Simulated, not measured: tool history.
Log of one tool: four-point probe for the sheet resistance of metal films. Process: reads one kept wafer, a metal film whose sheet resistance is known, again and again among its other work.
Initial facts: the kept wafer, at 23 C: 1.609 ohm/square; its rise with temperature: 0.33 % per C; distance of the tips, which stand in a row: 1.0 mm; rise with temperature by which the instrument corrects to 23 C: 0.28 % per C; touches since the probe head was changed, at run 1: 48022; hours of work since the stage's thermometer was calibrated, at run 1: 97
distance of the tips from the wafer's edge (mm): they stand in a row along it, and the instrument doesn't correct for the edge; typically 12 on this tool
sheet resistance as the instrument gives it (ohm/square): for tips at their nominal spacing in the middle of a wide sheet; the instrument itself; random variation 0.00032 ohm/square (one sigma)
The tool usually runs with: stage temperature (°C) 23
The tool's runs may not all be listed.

run   hour  stage temperature (°C)  distance of the tips from the wafer's edge (mm)  touches since the probe head was changed  hours of work since the stage's thermometer was calibrated  sheet resistance as the instrument gives it (ohm/square)
  1      0                      23                                               12                                     48022                                                          97                                                  1.609797
  2   44.8                      23                                               12                                     49630                                                         130                                                  1.609337
  3   84.9                      23                                               12                                     51073                                                         159                                                  1.609589
  4  136.9                      23                                               12                                     52939                                                         198                                                  1.609121
  5  164.1                      23                                               12                                     53918                                                         218                                                  1.608642
  6  187.8                      23                                               12                                     54769                                                         236                                                  1.608718
  7  238.6                      23                                               12                                     56594                                                         273                                                   1.60805
  8  267.6                      23                                               12                                     57635                                                         295                                                  1.608124
  9  292.7                      23                                               12                                     58538                                                         313                                                  1.608297
 10  343.4                      23                                               12                                     60358                                                         351                                                  1.607784
 11  382.7                      23                                               12                                     61771                                                         380                                                  1.607912
 12  437.8                      23                                               12                                     63750                                                         421                                                   1.60752
 13  480.5                      32                                               22                                     65283                                                         452                                                  1.610617
 14  505.8                      22                                                7                                     66194                                                         471                                                  1.617831
 15  543.5                      22                                                7                                     67547                                                         499                                                  1.618308
 16  581.2                      22                                                7                                     68901                                                         527                                                  1.617078
 17  625.1                      28                                                7                                     70479                                                         559                                                  1.622281
 18  673.5                      28                                                7                                     72219                                                         595                                                  1.621931
 19  721.6                      23                                                9                                     73946                                                         631                                                  1.610874
 20  747.3                      23                                                4                                     74870                                                         650                                                  1.652144
 21  782.3                      30                                               65                                     76128                                                         676                                                  1.605745
 22  807.3                      23                                                7                                     77025                                                         694                                                  1.617232
 23  851.7                      21                                               18                                     78622                                                         727                                                  1.600623
 24  877.6                      30                                               50                                     79550                                                         746                                                  1.605623

How would selected steps in sheet resistance as the instrument gives it (ohm/square) from run to run divide? Give the signed amount a tool lacking its hidden state would still show from settings, what came in and random variation, and the signed amount left for the hidden state, including any gauge scatter that is not in both of the compared results.
The tool's hidden condition here consists of: inner tips' distance over the nominal, %; tips' flats over new ones', %; wafer's true temperature over the reading, C; drift of the gauge itself on sheet_ohm, %.
Run 11 -> 12: settings left as they were, no log entry in between. sheet resistance as the instrument gives it (ohm/square) -0.000392: hidden state -0.000238, all else -0.000154.
Run 19 -> 20: distance of the tips from the wafer's edge (mm) 9 -> 4. sheet resistance as the instrument gives it (ohm/square) +0.04127: hidden state -0.000324, all else +0.041594.
Run 20 -> 21: stage temperature (°C) 23 -> 30, distance of the tips from the wafer's edge (mm) 4 -> 65. sheet resistance as the instrument gives it (ohm/square) -0.046399: hidden state +0.000081, all else -0.04648.
